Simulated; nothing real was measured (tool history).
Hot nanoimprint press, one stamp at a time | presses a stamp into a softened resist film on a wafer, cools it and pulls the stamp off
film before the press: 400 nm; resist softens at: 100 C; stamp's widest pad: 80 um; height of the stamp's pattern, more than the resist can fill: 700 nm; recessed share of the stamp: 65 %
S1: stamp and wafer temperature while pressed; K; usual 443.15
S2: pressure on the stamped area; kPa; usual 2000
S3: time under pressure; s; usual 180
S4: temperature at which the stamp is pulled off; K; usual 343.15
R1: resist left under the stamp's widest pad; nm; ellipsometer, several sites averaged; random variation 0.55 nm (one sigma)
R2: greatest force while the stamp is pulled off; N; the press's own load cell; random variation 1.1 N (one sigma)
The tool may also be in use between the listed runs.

| run | day | S1 | S2 | S3 | S4 | R1 | R2 |
|---|---|---|---|---|---|---|---|
| 1 | 0.000 | 443.15 | 2000 | 180 | 343.15 | 164.9 | 99 |
| 2 | 0.371 | 443.15 | 2000 | 180 | 332.15 | 165.9 | 108 |
| 3 | 0.588 | 443.15 | 2000 | 180 | 332.15 | 164.8 | 109 |
| 4 | 0.883 | 443.15 | 1590 | 180 | 332.15 | 184.6 | 109 |
| 5 | 1.325 | 443.15 | 2000 | 317 | 343.15 | 133.6 | 98 |
| 6 | 1.779 | 443.15 | 2000 | 180 | 338.15 | 165.2 | 103 |
| 7 | 2.175 | 443.15 | 2000 | 180 | 343.15 | 166.9 | 102 |
| 8 | 2.588 | 443.15 | 2000 | 180 | 343.15 | 166.2 | 101 |
| 9 | 2.992 | 443.15 | 2000 | 180 | 343.15 | 166.4 | 102 |
| 10 | 3.508 | 443.15 | 2000 | 180 | 346.15 | 166.2 | 101 |
| 11 | 4.017 | 443.15 | 2000 | 180 | 343.15 | 167.4 | 102 |
| 12 | 4.529 | 443.15 | 2000 | 180 | 343.15 | 166.5 | 105 |
| 13 | 4.888 | 443.15 | 2000 | 180 | 343.15 | 166.4 | 101 |
|  | 5.358 | plate thermocouple calibrated |
| 14 | 5.379 | 443.15 | 2000 | 180 | 343.15 | 170.8 | 103 |
| 15 | 5.596 | 443.15 | 1320 | 157 | 343.15 | 217.4 | 103 |
| 16 | 6.042 | 443.15 | 1320 | 157 | 343.15 | 217.8 | 104 |
| 17 | 6.292 | 454.15 | 1320 | 157 | 347.15 | 142.1 | 99 |
|  | 6.658 | plate thermocouple calibrated, once more |
| 18 | 6.704 | 451.15 | 1540 | 252 | 333.15 | 114.2 | 111 |
| 19 | 7.029 | 451.15 | 1540 | 252 | 333.15 | 113.9 | 112 |
| 20 | 7.538 | 439.15 | 1780 | 252 | 333.15 | 178.2 | 112 |
| 21 | 8.000 | 444.15 | 2000 | 140 | 343.15 | 166.6 | 103 |
| 22 | 8.458 | 443.15 | 3060 | 291 | 329.15 | 103.9 | 115 |
| 23 | 8.742 | 443.15 | 1850 | 291 | 329.15 | 137.3 | 115 |
| 24 | 9.233 | 443.15 | 2000 | 180 | 344.15 | 158.8 | 102 |
| 25 | 9.725 | 443.15 | 2000 | 180 | 344.15 | 159.0 | 103 |

The next listed run, before its measurement:
| 26 | 10.142 | 455.15 | 2000 | 190 | 343.15 | ? | ? |

{"run 26": {"R1": 95.5, "R2": 105}}
Without the tool's hidden state the same run would have given R1 94.9 nm, R2 91 N.
